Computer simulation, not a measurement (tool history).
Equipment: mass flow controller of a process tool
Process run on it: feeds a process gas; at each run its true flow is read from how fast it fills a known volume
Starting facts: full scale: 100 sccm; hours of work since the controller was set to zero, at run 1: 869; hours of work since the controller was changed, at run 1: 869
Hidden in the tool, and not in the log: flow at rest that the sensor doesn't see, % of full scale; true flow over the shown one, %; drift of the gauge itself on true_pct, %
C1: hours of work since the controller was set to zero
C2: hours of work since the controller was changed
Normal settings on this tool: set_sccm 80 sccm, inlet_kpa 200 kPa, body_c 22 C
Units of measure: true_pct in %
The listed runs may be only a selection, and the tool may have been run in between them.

Run 1, hour 0: usual settings; C1 869; C2 869. Result: true_pct 100.25 %.
Run 2, hour 101.5: usual settings; C1 929; C2 929. Result: true_pct 100.42 %.
Run 3, hour 147.6: usual settings but body_c 25 C; C1 956; C2 956. Result: true_pct 100.69 %.
Run 4, hour 196.2: usual settings but body_c 25 C; C1 985; C2 985. Result: true_pct 100.54 %.
Run 5, hour 242.9: usual settings; C1 1013; C2 1013. Result: true_pct 100.23 %.
Run 6, hour 289.1: usual settings; C1 1040; C2 1040. Result: true_pct 100.29 %.
Run 7, hour 342.7: usual settings; C1 1072; C2 1072. Result: true_pct 100.22 %.
Run 8, hour 395: usual settings but inlet_kpa 177 kPa; C1 1103; C2 1103. Result: true_pct 100.44 %.
At hour 405: controller's zero set anew.
Run 9, hour 471: usual settings but inlet_kpa 177 kPa, body_c 27 C; C1 39; C2 1148. Result: true_pct 101.06 %.
Run 10, hour 566.2: usual settings but inlet_kpa 275 kPa; C1 95; C2 1204. Result: true_pct 99.98 %.
Run 11, hour 669.3: usual settings; C1 157; C2 1265. Result: true_pct 100.38 %.
Run 12, hour 771.1: usual settings; C1 217; C2 1325. Result: true_pct 100.51 %.
Run 13, hour 853.4: usual settings but set_sccm 15 sccm, inlet_kpa 162 kPa, body_c 27 C; C1 265; C2 1374. Result: true_pct 102.55 %.
Run 14, hour 899.2: usual settings but set_sccm 15 sccm, inlet_kpa 162 kPa, body_c 27 C; C1 293; C2 1401. Result: true_pct 102.57 %.
At hour 949: controller's zero set anew, once more.
Run 15, hour 956.9: usual settings but set_sccm 18 sccm; C1 5; C2 1435. Result: true_pct 99.03 %.
Run 16, hour 1044.8: usual settings but set_sccm 20 sccm, inlet_kpa 157 kPa, body_c 39 C; C1 57; C2 1487. Result: true_pct 101.48 %.
Run 17, hour 1145.7: usual settings but set_sccm 15 sccm, body_c 40 C; C1 116; C2 1547. Result: true_pct 101.49 %.
Run 18, hour 1206.9: usual settings but set_sccm 15 sccm, body_c 40 C; C1 153; C2 1583. Result: true_pct 101.58 %.
Run 19, hour 1254.7: usual settings but set_sccm 15 sccm, body_c 40 C; C1 181; C2 1611. Result: true_pct 101.54 %.
Run 20, hour 1323.4: usual settings but set_sccm 15 sccm, body_c 40 C; C1 222; C2 1652. Result: true_pct 101.61 %.
Run 21, hour 1430.8: usual settings but set_sccm 60 sccm; C1 285; C2 1716. Result: true_pct 99.95 %.

Each run again, without the hidden state but with its own random variation kept:
run  true_pct
  1     99.39
  2     99.52
  3     99.78
  4     99.61
  5     99.28
  6     99.33
  7     99.25
  8     99.45
  9     99.99
 10     98.88
 11     99.25
 12     99.34
 13     99.02
 14     98.99
 15     98.26
 16    100.63
 17    100.47
 18    100.48
 19    100.38
 20    100.37
 21     99.07
